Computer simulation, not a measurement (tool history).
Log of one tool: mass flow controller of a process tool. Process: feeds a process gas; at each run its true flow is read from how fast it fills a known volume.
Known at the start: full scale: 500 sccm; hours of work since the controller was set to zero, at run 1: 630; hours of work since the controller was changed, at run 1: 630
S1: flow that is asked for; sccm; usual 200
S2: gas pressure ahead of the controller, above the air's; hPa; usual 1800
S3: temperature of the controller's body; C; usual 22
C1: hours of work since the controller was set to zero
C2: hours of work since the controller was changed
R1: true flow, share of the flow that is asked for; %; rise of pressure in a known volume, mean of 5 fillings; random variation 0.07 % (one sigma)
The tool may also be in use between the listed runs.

run,day,S1,S2,S3,C1,C2,R1
1,0,200,1800,22,630,630,98.29
2,8.912,200,1800,22,733,733,98.4
3,17.408,189,1800,22,832,832,98.19
4,26.6,189,1800,22,939,939,98.24
5,35.938,189,1800,22,1048,1048,98.2
6,42.933,189,1800,22,1129,1129,98.33
7,52.938,200,2320,22,1246,1246,98.02
8,59.471,200,1800,22,1322,1322,98.39
9,64.033,200,1800,22,1375,1375,98.32
10,75.192,100,1800,32,1504,1504,97.18
11,81.633,100,1800,32,1579,1579,97.22
12,90.95,413,1800,34,1688,1688,99.22
13,97.183,55,2370,28,1760,1760,96.73

The next listed run, before its measurement:
14,107.458,274,2350,33,1880,1880,?

Run 14 gave R1 97.97 %.
Without the tool's hidden state the same run would have given R1 97.97 %.
